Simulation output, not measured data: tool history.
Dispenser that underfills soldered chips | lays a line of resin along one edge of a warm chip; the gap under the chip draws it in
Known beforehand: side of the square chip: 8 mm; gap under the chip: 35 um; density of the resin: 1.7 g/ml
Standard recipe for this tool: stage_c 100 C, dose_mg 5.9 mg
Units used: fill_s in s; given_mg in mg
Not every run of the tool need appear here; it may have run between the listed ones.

| run | day | stage_c | dose_mg | fill_s | given_mg |
|---|---|---|---|---|---|
| 1 | 0 | 100 | 5.9 | 103.7 | 5.873 |
|  | 0.146 | new syringe of resin |
| 2 | 0.154 | 100 | 5.9 | 87.5 | 5.869 |
| 3 | 0.271 | 100 | 5.9 | 91.1 | 5.859 |
|  | 0.517 | new syringe of resin |
| 4 | 0.529 | 100 | 5.9 | 86.8 | 5.84 |
| 5 | 0.654 | 100 | 5.9 | 94.5 | 5.859 |
| 6 | 0.85 | 100 | 5.9 | 105.7 | 5.843 |
|  | 0.896 | new syringe of resin |
| 7 | 1 | 100 | 5.9 | 91.8 | 5.84 |
| 8 | 1.188 | 100 | 5.9 | 102.9 | 5.824 |
|  | 1.271 | new syringe of resin |
|  | 1.312 | dispensing valve cleaned and set on the balance |
| 9 | 1.462 | 100 | 5.9 | 97.1 | 5.91 |
|  | 1.688 | new syringe of resin |
| 10 | 1.692 | 100 | 5.9 | 87.9 | 5.895 |
| 11 | 1.871 | 85 | 5.9 | 174 | 5.875 |
| 12 | 2.033 | 100 | 5.9 | 109.4 | 5.873 |
|  | 2.067 | new syringe of resin |
| 13 | 2.171 | 100 | 5.9 | 92.3 | 5.88 |
| 14 | 2.383 | 100 | 6.27 | 108.6 | 6.244 |
|  | 2.438 | new syringe of resin |
| 15 | 2.629 | 100 | 6.27 | 98.4 | 6.242 |
| 16 | 2.758 | 114 | 6.27 | 65.6 | 6.229 |
|  | 2.808 | new syringe of resin |
| 17 | 2.912 | 114 | 6.27 | 57.3 | 6.236 |
| 18 | 3.158 | 114 | 6.27 | 65.9 | 6.214 |
|  | 3.179 | new syringe of resin |
| 19 | 3.412 | 87 | 6.96 | 159.3 | 6.885 |
|  | 3.558 | new syringe of resin |
| 20 | 3.608 | 114 | 5.08 | 57.9 | 5.038 |
| 21 | 3.75 | 88 | 5.47 | 161.1 | 5.409 |
|  | 3.925 | new syringe of resin |
| 22 | 4.008 | 89 | 5.79 | 143.5 | 5.726 |
|  | 4.212 | dispensing valve cleaned and set on the balance |
| 23 | 4.212 | 98 | 7.65 | 109.3 | 7.652 |
|  | 4.354 | new syringe of resin |
| 24 | 4.4 | 99 | 6.77 | 93.9 | 6.757 |
| 25 | 4.55 | 95 | 5.65 | 124.1 | 5.63 |
| 26 | 4.667 | 95 | 5.65 | 133.8 | 5.638 |
|  | 4.738 | new syringe of resin |
| 27 | 4.883 | 95 | 6.48 | 116.1 | 6.463 |
| 28 | 5.004 | 95 | 7.13 | 128.7 | 7.106 |
|  | 5.104 | new syringe of resin |
| 29 | 5.254 | 95 | 7.13 | 116.9 | 7.079 |
| 30 | 5.404 | 112 | 5.34 | 72.2 | 5.303 |
|  | 5.488 | new syringe of resin |
| 31 | 5.525 | 112 | 5.34 | 59.7 | 5.294 |
| 32 | 5.667 | 115 | 7.12 | 56.6 | 7.056 |
| 33 | 5.771 | 87 | 7.51 | 165.3 | 7.452 |
|  | 5.854 | new syringe of resin |
| 34 | 6.029 | 87 | 6.52 | 160.8 | 6.463 |

Run 35, settings as shown, results not yet in. Your forecast:
| 35 | 6.188 | 90 | 5.38 | ? | ? |

{"run 35": {"fill_s": 161.6, "given_mg": 5.34}}
Without the tool's hidden state the same run would have given fill_s 128.4 s, given_mg 5.392 mg.
